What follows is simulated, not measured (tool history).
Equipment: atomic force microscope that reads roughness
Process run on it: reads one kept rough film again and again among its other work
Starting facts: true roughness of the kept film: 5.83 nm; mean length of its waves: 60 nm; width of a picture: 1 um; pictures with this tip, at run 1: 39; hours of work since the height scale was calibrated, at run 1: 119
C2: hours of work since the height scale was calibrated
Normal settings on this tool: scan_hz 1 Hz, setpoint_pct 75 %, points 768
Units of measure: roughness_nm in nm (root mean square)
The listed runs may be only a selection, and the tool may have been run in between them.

Run 1, day 0: usual settings; pictures with this tip 39; C2 119. Result: roughness_nm 5.181 nm (root mean square).
Run 2, day 0.625: usual settings but points 365; pictures with this tip 69; C2 127. Result: roughness_nm 5.078 nm (root mean square).
Run 3, day 1.342: usual settings but points 365; pictures with this tip 102; C2 137. Result: roughness_nm 5.044 nm (root mean square).
Run 4, day 2.121: usual settings but points 468; pictures with this tip 138; C2 148. Result: roughness_nm 4.978 nm (root mean square).
Run 5, day 2.592: usual settings; pictures with this tip 160; C2 155. Result: roughness_nm 4.907 nm (root mean square).
Run 6, day 3.175: usual settings; pictures with this tip 188; C2 163. Result: roughness_nm 4.827 nm (root mean square).
Run 7, day 3.908: usual settings; pictures with this tip 222; C2 173. Result: roughness_nm 4.8 nm (root mean square).
Run 8, day 4.379: usual settings; pictures with this tip 244; C2 179. Result: roughness_nm 4.757 nm (root mean square).
At day 4.85: new tip fitted.
Run 9, day 5.025: usual settings; pictures with this tip 8; C2 188. Result: roughness_nm 5.229 nm (root mean square).
Run 10, day 5.783: usual settings but points 256; pictures with this tip 43; C2 199. Result: roughness_nm 5.157 nm (root mean square).
Run 11, day 6.471: usual settings but points 256; pictures with this tip 75; C2 208. Result: roughness_nm 5.097 nm (root mean square).
Run 12, day 7.162: usual settings but points 256; pictures with this tip 107; C2 218. Result: roughness_nm 5.029 nm (root mean square).
At day 7.242: height scale calibrated on a step standard.
Run 13, day 8.004: usual settings but points 256; pictures with this tip 145; C2 11. Result: roughness_nm 4.951 nm (root mean square).
Run 14, day 8.746: usual settings but setpoint_pct 86 %, points 256; pictures with this tip 179; C2 21. Result: roughness_nm 4.674 nm (root mean square).
At day 9.1: height scale calibrated on a step standard, once more.
Run 15, day 9.592: usual settings but scan_hz 1.96 Hz, setpoint_pct 65 %, points 805; pictures with this tip 217; C2 7. Result: roughness_nm 4.751 nm (root mean square).
Run 16, day 10.379: usual settings but scan_hz 1.09 Hz, setpoint_pct 65 %, points 805; pictures with this tip 253; C2 18. Result: roughness_nm 4.897 nm (root mean square).
At day 10.671: new tip fitted.
Run 17, day 11.033: usual settings but scan_hz 1.09 Hz, setpoint_pct 65 %, points 805; pictures with this tip 17; C2 26. Result: roughness_nm 5.326 nm (root mean square).
Run 18, day 11.783: usual settings but scan_hz 0.67 Hz, setpoint_pct 68 %, points 588; pictures with this tip 52; C2 37. Result: roughness_nm 5.366 nm (root mean square).
Run 19, day 12.408: usual settings but scan_hz 1.05 Hz, setpoint_pct 77 %, points 748; pictures with this tip 81; C2 45. Result: roughness_nm 4.987 nm (root mean square).
Run 20, day 12.929: usual settings but scan_hz 1.73 Hz, setpoint_pct 86 %, points 796; pictures with this tip 105; C2 53. Result: roughness_nm 4.386 nm (root mean square).
Run 21, day 13.275: usual settings but scan_hz 1.73 Hz, setpoint_pct 86 %, points 796; pictures with this tip 121; C2 57. Result: roughness_nm 4.336 nm (root mean square).
Run 22, day 13.975: usual settings but scan_hz 1.73 Hz, setpoint_pct 84 %, points 277; pictures with this tip 154; C2 67. Result: roughness_nm 4.353 nm (root mean square).
Run 23, day 14.354: usual settings but scan_hz 1.73 Hz, setpoint_pct 84 %, points 277; pictures with this tip 172; C2 72. Result: roughness_nm 4.349 nm (root mean square).

5 options for the next run, each taken on its own from the tool as it stands now. Forecast them:
Run A, day 14.908: usual settings but scan_hz 1.66 Hz, setpoint_pct 80 %, points 387; pictures with this tip 197; C2 80. Result: roughness_nm ?.
Run B, day 14.908: usual settings but scan_hz 1.81 Hz, setpoint_pct 84 %, points 784; pictures with this tip 197; C2 80. Result: roughness_nm ?.
Run C, day 14.908: usual settings but setpoint_pct 76 %; pictures with this tip 197; C2 80. Result: roughness_nm ?.
Run D, day 14.908: usual settings but setpoint_pct 87 %; pictures with this tip 197; C2 80. Result: roughness_nm ?.
Run E, day 14.908: usual settings but scan_hz 1.34 Hz, setpoint_pct 72 %, points 632; pictures with this tip 197; C2 80. Result: roughness_nm ?.

run  roughness_nm
  A         4.427
  B         4.279
  C         4.788
  D         4.541
  E         4.765
Take away the tool's hidden state, keep each run's random variation, and the runs would have read:
run  roughness_nm
  A          4.83
  B         4.668
  C         5.223
  D         4.953
  E         5.198
